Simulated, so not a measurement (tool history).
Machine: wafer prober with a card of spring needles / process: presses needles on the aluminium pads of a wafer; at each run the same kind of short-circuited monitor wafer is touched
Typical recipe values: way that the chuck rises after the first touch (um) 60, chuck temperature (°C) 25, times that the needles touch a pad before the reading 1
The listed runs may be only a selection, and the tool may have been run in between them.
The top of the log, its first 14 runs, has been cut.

run   hour  way that the chuck rises after the first touch (um)  chuck temperature (°C)  times that the needles touch a pad before the reading  resistance of one needle with its contact and lead (mohm)  way that a needle slides on the pad (um)
     290.4  -- tips cleaned on abrasive film
 15    305                                                   60                      25                                                      3                                                        131                                      9.78
     309.4  -- tips cleaned on abrasive film
 16  326.1                                                   60                      25                                                      3                                                        131                                      9.74
     328.2  -- tips cleaned on abrasive film
 17  343.6                                                   60                      25                                                      3                                                        131                                      9.87
     346.8  -- tips cleaned on abrasive film
     366.2  -- tips cleaned on abrasive film
 18  369.2                                                   42                      25                                                      2                                                        141                                      6.87
     384.2  -- tips cleaned on abrasive film
 19  400.2                                                   42                      57                                                      2                                                        142                                      6.88
     403.5  -- tips cleaned on abrasive film
 20  418.7                                                   42                      57                                                      2                                                        143                                       6.9
     422.7  -- tips cleaned on abrasive film
     441.8  -- tips cleaned on abrasive film
 21  446.1                                                   66                      72                                                      1                                                        135                                     10.77
     461.1  -- tips cleaned on abrasive film
 22    463                                                   54                     121                                                      2                                                        148                                      8.74
     480.4  -- tips cleaned on abrasive film
 23  485.3                                                   57                     121                                                      3                                                        149                                      9.26
     499.4  -- tips cleaned on abrasive film
 24  511.9                                                   57                     121                                                      3                                                        147                                      9.42
     517.6  -- tips cleaned on abrasive film
     532.3  -- height of the first contact set anew
     537.9  -- tips cleaned on abrasive film
 25  540.6                                                   69                      25                                                      3                                                        128                                     11.34
     556.7  -- tips cleaned on abrasive film
 26  556.7                                                   60                      27                                                      2                                                        130                                      9.77
 27  573.9                                                   40                      27                                                      1                                                        141                                      6.52
     575.6  -- tips cleaned on abrasive film
     596.5  -- tips cleaned on abrasive film
 28    607                                                   55                      25                                                      1                                                        132                                      8.95
     615.6  -- tips cleaned on abrasive film
 29  625.3                                                   55                      25                                                      1                                                        129                                      8.95
     634.8  -- tips cleaned on abrasive film
 30  649.4                                                   60                      43                                                      2                                                        135                                      9.83
     653.5  -- tips cleaned on abrasive film
     673.1  -- tips cleaned on abrasive film
 31    681                                                   53                      47                                                      3                                                        136                                      8.62
     691.5  -- tips cleaned on abrasive film
 32  708.7                                                   53                      47                                                      3                                                        140                                      8.67

Forecast each of these 4 alternatives for the next run:
     711.4  -- tips cleaned on abrasive film
     729.5  -- tips cleaned on abrasive film
  A   737                                                   60                     102                                                      2                                                          ?                                         ?
     711.4  -- tips cleaned on abrasive film
     729.5  -- tips cleaned on abrasive film
  B   737                                                   61                      64                                                      2                                                          ?                                         ?
     711.4  -- tips cleaned on abrasive film
     729.5  -- tips cleaned on abrasive film
  C   737                                                   60                      25                                                      1                                                          ?                                         ?
     711.4  -- tips cleaned on abrasive film
     729.5  -- tips cleaned on abrasive film
  D   737                                                   77                      25                                                      1                                                          ?                                         ?

run  resistance of one needle with its contact and lead (mohm)  way that a needle slides on the pad (um)
  A                                                        142                                      9.79
  B                                                        138                                     10.04
  C                                                        132                                      9.81
  D                                                        125                                     12.57
Without the tool's unlogged condition, the same runs would have read:
run  resistance of one needle with its contact and lead (mohm)  way that a needle slides on the pad (um)
  A                                                        142                                      9.79
  B                                                        138                                     10.04
  C                                                        132                                      9.81
  D                                                        125                                     12.57
